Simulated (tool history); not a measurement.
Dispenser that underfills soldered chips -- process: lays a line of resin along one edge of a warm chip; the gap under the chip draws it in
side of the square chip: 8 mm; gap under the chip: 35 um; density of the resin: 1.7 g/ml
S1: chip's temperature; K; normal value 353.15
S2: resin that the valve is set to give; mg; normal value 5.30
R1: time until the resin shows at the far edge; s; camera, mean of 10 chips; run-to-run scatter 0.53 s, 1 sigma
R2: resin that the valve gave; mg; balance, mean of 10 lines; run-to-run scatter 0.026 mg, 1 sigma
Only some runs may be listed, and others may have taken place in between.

run 1 day=0.000 | S1=353.15 S2=5.30 | R1=66.2 R2=5.28
run 2 day=0.354 | S1=353.15 S2=5.30 | R1=53.1 R2=5.27
run 3 day=0.729 | S1=353.15 S2=5.30 | R1=80.0 R2=5.23
run 4 day=0.929 | S1=353.15 S2=5.30 | R1=53.0 R2=5.25
run 5 day=1.342 | S1=353.15 S2=5.30 | R1=87.8 R2=5.23
run 6 day=1.742 | S1=343.15 S2=5.30 | R1=116.0 R2=5.23
run 7 day=2.088 | S1=343.15 S2=5.30 | R1=90.9 R2=5.11
run 8 day=2.300 | S1=345.15 S2=5.75 | R1=100.5 R2=5.58
run 9 day=2.550 | S1=345.15 S2=5.75 | R1=71.5 R2=5.54
run 10 day=2.833 | S1=344.15 S2=5.27 | R1=108.1 R2=4.94
run 11 day=3.058 | S1=339.15 S2=5.73 | R1=93.8 R2=5.41
run 12 day=3.279 | S1=359.15 S2=4.56 | R1=50.6 R2=4.31
run 13 day=3.488 | S1=365.15 S2=4.51 | R1=49.8 R2=4.25
run 14 day=3.954 | S1=344.15 S2=5.22 | R1=112.0 R2=4.90

Removed from this log: 7 entries logged between the listed runs. Between which two listed runs does each belong, and how does the tool's hidden state at the listed run before it compare with that at the listed run after it?
In the gap between runs 1 and 2: new syringe of resin (day 0.254)
  resin's viscosity, % of fresh resin's: 140.9 -> 111.3; dose that the valve gives, % of what is set: 100.27 -> 99.69; true chip temperature over the reading, C: -1.61 -> -1.66
  what was measured, less what the result would be without the hidden state, R1: +22.7 -> +8.9 s; R2: +0.01 -> -0.02 mg
In the gap between runs 3 and 4: new syringe of resin (day 0.821)
  resin's viscosity, % of fresh resin's: 171 -> 112.9; dose that the valve gives, % of what is set: 99.07 -> 98.73; true chip temperature over the reading, C: -1.71 -> -1.74
  what was measured, less what the result would be without the hidden state, R1: +37.0 -> +9.8 s; R2: -0.05 -> -0.07 mg
In the gap between runs 5 and 6: new syringe of resin (day 1.392)
  resin's viscosity, % of fresh resin's: 181.2 -> 150.3; dose that the valve gives, % of what is set: 98.02 -> 97.39; true chip temperature over the reading, C: -1.79 -> -1.85
  what was measured, less what the result would be without the hidden state, R1: +43.3 -> +46.0 s; R2: -0.10 -> -0.14 mg
In the gap between runs 6 and 7: new syringe of resin (day 1.950)
  resin's viscosity, % of fresh resin's: 150.3 -> 115.5; dose that the valve gives, % of what is set: 97.39 -> 96.79; true chip temperature over the reading, C: -1.85 -> -1.89
  what was measured, less what the result would be without the hidden state, R1: +46.0 -> +19.9 s; R2: -0.14 -> -0.17 mg
In the gap between runs 8 and 9: new syringe of resin (day 2.508)
  resin's viscosity, % of fresh resin's: 146.9 -> 105.3; dose that the valve gives, % of what is set: 96.45 -> 96.05; true chip temperature over the reading, C: -1.93 -> -1.96
  what was measured, less what the result would be without the hidden state, R1: +38.7 -> +10.2 s; R2: -0.20 -> -0.23 mg
In the gap between runs 10 and 11: new syringe of resin (day 3.054)
  resin's viscosity, % of fresh resin's: 145.6 -> 100.4; dose that the valve gives, % of what is set: 95.56 -> 95.24; true chip temperature over the reading, C: -2 -> -2.03
  what was measured, less what the result would be without the hidden state, R1: +41.6 -> +10.3 s; R2: -0.23 -> -0.28 mg
In the gap between runs 13 and 14: new syringe of resin (day 3.600)
  resin's viscosity, % of fresh resin's: 163.7 -> 150; dose that the valve gives, % of what is set: 94.51 -> 93.72; true chip temperature over the reading, C: -2.08 -> -2.15
  what was measured, less what the result would be without the hidden state, R1: +22.6 -> +46.2 s; R2: -0.24 -> -0.33 mg
